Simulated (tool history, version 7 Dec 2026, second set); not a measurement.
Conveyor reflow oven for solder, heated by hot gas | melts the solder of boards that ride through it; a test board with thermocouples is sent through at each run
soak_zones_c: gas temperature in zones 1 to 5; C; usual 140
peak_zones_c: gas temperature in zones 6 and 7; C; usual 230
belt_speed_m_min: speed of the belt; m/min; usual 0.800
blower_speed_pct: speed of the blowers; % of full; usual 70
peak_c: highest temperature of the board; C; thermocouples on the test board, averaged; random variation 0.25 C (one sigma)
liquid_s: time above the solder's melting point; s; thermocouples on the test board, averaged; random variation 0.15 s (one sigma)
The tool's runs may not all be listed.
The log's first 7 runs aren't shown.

| run | hour | soak_zones_c | peak_zones_c | belt_speed_m_min | blower_speed_pct | peak_c | liquid_s |
|---|---|---|---|---|---|---|---|
| 8 | 151.4 | 126 | 230 | 0.800 | 70 | 212.2 | 38.8 |
| 9 | 170.6 | 126 | 230 | 0.800 | 70 | 212.0 | 39.1 |
| 10 | 186.0 | 126 | 230 | 0.800 | 70 | 212.5 | 39.3 |
| 11 | 213.0 | 126 | 230 | 0.800 | 70 | 211.4 | 38.8 |
|  | 236.0 | flux residue cleaned out of gas plates and filters |
| 12 | 248.8 | 126 | 230 | 0.800 | 85 | 218.3 | 44.0 |
| 13 | 279.2 | 126 | 219 | 0.800 | 85 | 207.8 | 37.8 |
| 14 | 308.3 | 140 | 230 | 0.800 | 70 | 216.4 | 45.9 |
| 15 | 333.3 | 140 | 230 | 0.800 | 70 | 216.0 | 45.9 |
| 16 | 356.8 | 140 | 230 | 0.800 | 70 | 215.8 | 45.8 |
| 17 | 372.1 | 140 | 226 | 0.800 | 70 | 212.8 | 43.5 |
| 18 | 400.7 | 142 | 228 | 0.927 | 70 | 210.0 | 36.1 |
| 19 | 433.4 | 140 | 230 | 0.881 | 80 | 215.6 | 41.1 |
| 20 | 460.9 | 149 | 242 | 0.724 | 71 | 230.6 | 61.2 |
| 21 | 495.0 | 132 | 233 | 0.678 | 57 | 218.1 | 52.7 |
| 22 | 517.1 | 148 | 230 | 0.800 | 70 | 216.5 | 48.3 |
| 23 | 533.1 | 134 | 233 | 0.752 | 70 | 218.9 | 48.8 |
| 24 | 553.8 | 150 | 229 | 0.800 | 68 | 215.4 | 48.4 |
| 25 | 575.4 | 134 | 230 | 0.669 | 66 | 218.0 | 54.8 |
| 26 | 598.4 | 151 | 222 | 0.669 | 66 | 212.9 | 57.6 |
| 27 | 620.7 | 140 | 223 | 0.800 | 83 | 211.3 | 43.6 |
| 28 | 653.7 | 140 | 232 | 0.757 | 56 | 214.1 | 46.5 |
| 29 | 677.7 | 140 | 230 | 0.874 | 52 | 205.8 | 33.4 |
| 30 | 697.4 | 130 | 242 | 0.834 | 57 | 217.5 | 41.5 |

Forecast each of these 3 alternatives for the next run:
| A | 725.1 | 140 | 237 | 0.764 | 70 | ? | ? |
| B | 725.1 | 130 | 242 | 0.884 | 71 | ? | ? |
| C | 725.1 | 140 | 230 | 0.800 | 84 | ? | ? |

| run | peak_c | liquid_s |
|---|---|---|
| A | 222.3 | 51.4 |
| B | 220.5 | 40.7 |
| C | 217.0 | 46.7 |
Without the tool's hidden state the same runs would have given:
| run | peak_c | liquid_s |
|---|---|---|
| A | 225.2 | 52.8 |
| B | 224.0 | 42.4 |
| C | 220.0 | 48.2 |

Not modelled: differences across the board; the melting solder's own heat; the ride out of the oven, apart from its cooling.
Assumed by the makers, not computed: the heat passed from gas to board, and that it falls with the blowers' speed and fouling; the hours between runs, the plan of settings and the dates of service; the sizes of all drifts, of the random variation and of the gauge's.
